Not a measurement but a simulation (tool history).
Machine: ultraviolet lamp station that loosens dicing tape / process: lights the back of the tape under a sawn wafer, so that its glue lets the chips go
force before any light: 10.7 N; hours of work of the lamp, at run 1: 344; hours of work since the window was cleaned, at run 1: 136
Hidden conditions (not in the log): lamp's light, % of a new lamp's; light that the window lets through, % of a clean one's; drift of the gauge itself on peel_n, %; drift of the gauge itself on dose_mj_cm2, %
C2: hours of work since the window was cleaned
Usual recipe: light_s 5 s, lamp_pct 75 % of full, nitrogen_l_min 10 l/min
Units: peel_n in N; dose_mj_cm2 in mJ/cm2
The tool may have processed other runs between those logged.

{"run": 1, "day": 0.0, "light_s": 5, "lamp_pct": 75, "nitrogen_l_min": 10, "hours of work of the lamp": 344, "C2": 136, "peel_n": 0.423, "dose_mj_cm2": 473}
{"run": 2, "day": 1.875, "light_s": 5, "lamp_pct": 75, "nitrogen_l_min": 10, "hours of work of the lamp": 375, "C2": 167, "peel_n": 0.439, "dose_mj_cm2": 468}
{"run": 3, "day": 2.942, "light_s": 5, "lamp_pct": 75, "nitrogen_l_min": 10, "hours of work of the lamp": 393, "C2": 185, "peel_n": 0.421, "dose_mj_cm2": 468}
{"run": 4, "day": 4.533, "light_s": 5, "lamp_pct": 75, "nitrogen_l_min": 10, "hours of work of the lamp": 419, "C2": 211, "peel_n": 0.446, "dose_mj_cm2": 465}
{"run": 5, "day": 6.221, "light_s": 5, "lamp_pct": 75, "nitrogen_l_min": 10, "hours of work of the lamp": 447, "C2": 239, "peel_n": 0.446, "dose_mj_cm2": 467}
{"run": 6, "day": 7.346, "light_s": 5, "lamp_pct": 75, "nitrogen_l_min": 10, "hours of work of the lamp": 466, "C2": 258, "peel_n": 0.433, "dose_mj_cm2": 467}
{"run": 7, "day": 8.45, "light_s": 5, "lamp_pct": 75, "nitrogen_l_min": 10, "hours of work of the lamp": 484, "C2": 276, "peel_n": 0.458, "dose_mj_cm2": 466}
{"run": 8, "day": 10.417, "light_s": 5, "lamp_pct": 75, "nitrogen_l_min": 6, "hours of work of the lamp": 516, "C2": 308, "peel_n": 0.656, "dose_mj_cm2": 464}
{"run": 9, "day": 11.633, "light_s": 4, "lamp_pct": 75, "nitrogen_l_min": 10, "hours of work of the lamp": 536, "C2": 328, "peel_n": 0.834, "dose_mj_cm2": 361}
{"day": 11.812, "done": "window cleaned of glue's vapour"}
{"run": 10, "day": 13.212, "light_s": 4, "lamp_pct": 75, "nitrogen_l_min": 10, "hours of work of the lamp": 562, "C2": 23, "peel_n": 0.885, "dose_mj_cm2": 353}
{"run": 11, "day": 14.458, "light_s": 4, "lamp_pct": 75, "nitrogen_l_min": 10, "hours of work of the lamp": 583, "C2": 44, "peel_n": 0.877, "dose_mj_cm2": 353}
{"run": 12, "day": 16.183, "light_s": 5, "lamp_pct": 94, "nitrogen_l_min": 10, "hours of work of the lamp": 611, "C2": 72, "peel_n": 0.292, "dose_mj_cm2": 546}
{"run": 13, "day": 17.638, "light_s": 5, "lamp_pct": 94, "nitrogen_l_min": 10, "hours of work of the lamp": 635, "C2": 96, "peel_n": 0.297, "dose_mj_cm2": 543}
{"run": 14, "day": 18.608, "light_s": 10, "lamp_pct": 76, "nitrogen_l_min": 3, "hours of work of the lamp": 651, "C2": 112, "peel_n": 0.204, "dose_mj_cm2": 873}
{"day": 19.242, "done": "window cleaned of glue's vapour, once more"}
{"run": 15, "day": 20.317, "light_s": 5, "lamp_pct": 75, "nitrogen_l_min": 5, "hours of work of the lamp": 679, "C2": 18, "peel_n": 0.736, "dose_mj_cm2": 453}
{"run": 16, "day": 22.217, "light_s": 3, "lamp_pct": 75, "nitrogen_l_min": 10, "hours of work of the lamp": 710, "C2": 49, "peel_n": 1.491, "dose_mj_cm2": 276}
{"run": 17, "day": 23.542, "light_s": 5, "lamp_pct": 75, "nitrogen_l_min": 17, "hours of work of the lamp": 732, "C2": 71, "peel_n": 0.363, "dose_mj_cm2": 449}
{"run": 18, "day": 24.988, "light_s": 5, "lamp_pct": 75, "nitrogen_l_min": 17, "hours of work of the lamp": 756, "C2": 95, "peel_n": 0.36, "dose_mj_cm2": 452}
{"run": 19, "day": 26.492, "light_s": 4, "lamp_pct": 64, "nitrogen_l_min": 4, "hours of work of the lamp": 781, "C2": 120, "peel_n": 1.864, "dose_mj_cm2": 309}
{"run": 20, "day": 27.975, "light_s": 5, "lamp_pct": 92, "nitrogen_l_min": 10, "hours of work of the lamp": 805, "C2": 144, "peel_n": 0.286, "dose_mj_cm2": 550}
{"run": 21, "day": 29.762, "light_s": 5, "lamp_pct": 92, "nitrogen_l_min": 18, "hours of work of the lamp": 835, "C2": 174, "peel_n": 0.23, "dose_mj_cm2": 544}
{"run": 22, "day": 31.375, "light_s": 5, "lamp_pct": 92, "nitrogen_l_min": 18, "hours of work of the lamp": 861, "C2": 200, "peel_n": 0.224, "dose_mj_cm2": 538}
{"run": 23, "day": 32.729, "light_s": 5, "lamp_pct": 93, "nitrogen_l_min": 10, "hours of work of the lamp": 884, "C2": 223, "peel_n": 0.289, "dose_mj_cm2": 550}

Here are 5 independent what-if runs from the current tool condition. What would each one return?
{"run": "A", "day": 33.854, "light_s": 8, "lamp_pct": 84, "nitrogen_l_min": 14, "hours of work of the lamp": 902, "C2": 241, "peel_n": "?", "dose_mj_cm2": "?"}
{"run": "B", "day": 33.854, "light_s": 4, "lamp_pct": 70, "nitrogen_l_min": 16, "hours of work of the lamp": 902, "C2": 241, "peel_n": "?", "dose_mj_cm2": "?"}
{"run": "C", "day": 33.854, "light_s": 5, "lamp_pct": 75, "nitrogen_l_min": 7, "hours of work of the lamp": 902, "C2": 241, "peel_n": "?", "dose_mj_cm2": "?"}
{"run": "D", "day": 33.854, "light_s": 5, "lamp_pct": 89, "nitrogen_l_min": 10, "hours of work of the lamp": 902, "C2": 241, "peel_n": "?", "dose_mj_cm2": "?"}
{"run": "E", "day": 33.854, "light_s": 5, "lamp_pct": 78, "nitrogen_l_min": 3, "hours of work of the lamp": 902, "C2": 241, "peel_n": "?", "dose_mj_cm2": "?"}

run=A peel_n=0.131 dose_mj_cm2=777
run=B peel_n=0.863 dose_mj_cm2=327
run=C peel_n=0.643 dose_mj_cm2=429
run=D peel_n=0.344 dose_mj_cm2=517
run=E peel_n=0.998 dose_mj_cm2=445
Take away the tool's hidden state, keep each run's random variation, and the runs would have read:
run=A peel_n=0.116 dose_mj_cm2=929
run=B peel_n=0.558 dose_mj_cm2=390
run=C peel_n=0.407 dose_mj_cm2=513
run=D peel_n=0.219 dose_mj_cm2=617
run=E peel_n=0.659 dose_mj_cm2=532
